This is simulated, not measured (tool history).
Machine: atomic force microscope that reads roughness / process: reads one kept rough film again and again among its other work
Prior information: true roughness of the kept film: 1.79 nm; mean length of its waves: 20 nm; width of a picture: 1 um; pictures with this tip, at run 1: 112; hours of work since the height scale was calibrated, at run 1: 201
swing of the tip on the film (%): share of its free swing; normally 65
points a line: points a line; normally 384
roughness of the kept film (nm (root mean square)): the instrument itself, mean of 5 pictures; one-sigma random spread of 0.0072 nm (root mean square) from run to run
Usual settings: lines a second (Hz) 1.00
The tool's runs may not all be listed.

run	hour	lines a second (Hz)	swing of the tip on the film (%)	points a line	pictures with this tip	hours of work since the height scale was calibrated	roughness of the kept film (nm (root mean square))
1	0.0	1.00	65	384	112	201	1.232
2	29.4	1.00	65	384	139	218	1.191
3	69.2	1.00	65	384	177	242	1.119
4	90.3	1.00	65	384	197	254	1.093
5	129.8	1.00	65	384	234	277	1.055
# hour 168.6: new tip fitted
6	170.8	1.00	65	384	2	301	1.486
7	200.6	1.00	74	384	30	318	1.378
8	232.2	1.00	65	384	59	337	1.349
9	254.2	1.00	65	384	80	350	1.313
10	275.2	1.00	65	384	100	362	1.285
11	297.0	1.00	65	384	120	375	1.259
12	325.6	1.00	65	307	147	391	1.193
13	361.6	1.00	65	307	181	412	1.148
14	405.4	1.00	65	307	222	438	1.097
# hour 410.3: height scale calibrated on a step standard
15	427.6	1.00	65	384	242	10	1.071
16	451.6	1.00	86	384	264	24	0.960
# hour 460.5: new tip fitted
17	477.5	0.69	65	384	16	39	1.456
18	504.5	0.69	65	384	42	55	1.423
19	526.8	0.69	62	384	63	68	1.383
# hour 556.6: height scale calibrated on a step standard, once more
20	564.2	0.69	62	384	97	4	1.299
21	599.0	0.69	62	384	130	25	1.260
22	643.5	0.69	84	384	171	51	1.120
23	693.1	1.00	65	384	218	80	1.098
24	717.1	1.00	65	384	240	94	1.083
25	744.9	1.00	65	573	267	110	1.042
# hour 748.8: new tip fitted
26	794.2	1.00	65	384	42	139	1.427
27	815.3	1.00	65	384	62	151	1.373
28	861.9	1.66	65	384	106	178	1.243
29	907.6	0.82	65	828	149	205	1.248
30	943.4	2.24	65	535	182	226	1.125
31	973.7	2.24	65	535	211	244	1.097
32	999.4	2.24	65	535	235	259	1.066
# hour 1036.9: new tip fitted
33	1043.2	2.24	65	535	6	284	1.423
34	1081.5	1.00	56	376	42	307	1.421
35	1111.4	1.00	56	376	70	324	1.370
36	1135.4	1.00	56	376	92	338	1.326
37	1165.9	1.74	58	1008	121	356	1.267
38	1202.3	2.00	61	856	155	377	1.190
39	1234.8	2.00	61	856	186	396	1.153
40	1255.4	2.00	61	856	205	409	1.112
41	1304.3	2.00	61	856	251	437	1.055
# hour 1325.7: new tip fitted
42	1325.7	1.00	77	384	0	449	1.431
43	1356.1	1.00	73	480	28	467	1.400
44	1383.0	0.56	65	892	53	483	1.412
45	1415.2	2.53	77	384	84	502	1.123
46	1447.9	1.13	77	324	114	521	1.186
47	1495.5	1.66	57	616	159	549	1.196
48	1545.2	1.66	57	616	206	578	1.141
49	1583.2	3.89	57	267	241	600	1.005
# hour 1615.7: new tip fitted
50	1630.5	3.89	57	267	14	628	1.367
51	1667.8	3.89	57	267	49	649	1.299

Below are 5 alternative next runs, each starting from the tool's condition after run 51. Predict each:
A	1707.9	1.65	63	267	87	673	?
B	1707.9	3.10	69	539	87	673	?
C	1707.9	1.00	90	999	87	673	?
D	1707.9	2.28	88	301	87	673	?
E	1707.9	0.72	57	421	87	673	?

run	roughness of the kept film (nm (root mean square))
A	1.262
B	1.173
C	1.207
D	1.016
E	1.350
Without the tool's unlogged condition, the same runs would have read:
run	roughness of the kept film (nm (root mean square))
A	1.436
B	1.335
C	1.373
D	1.155
E	1.536
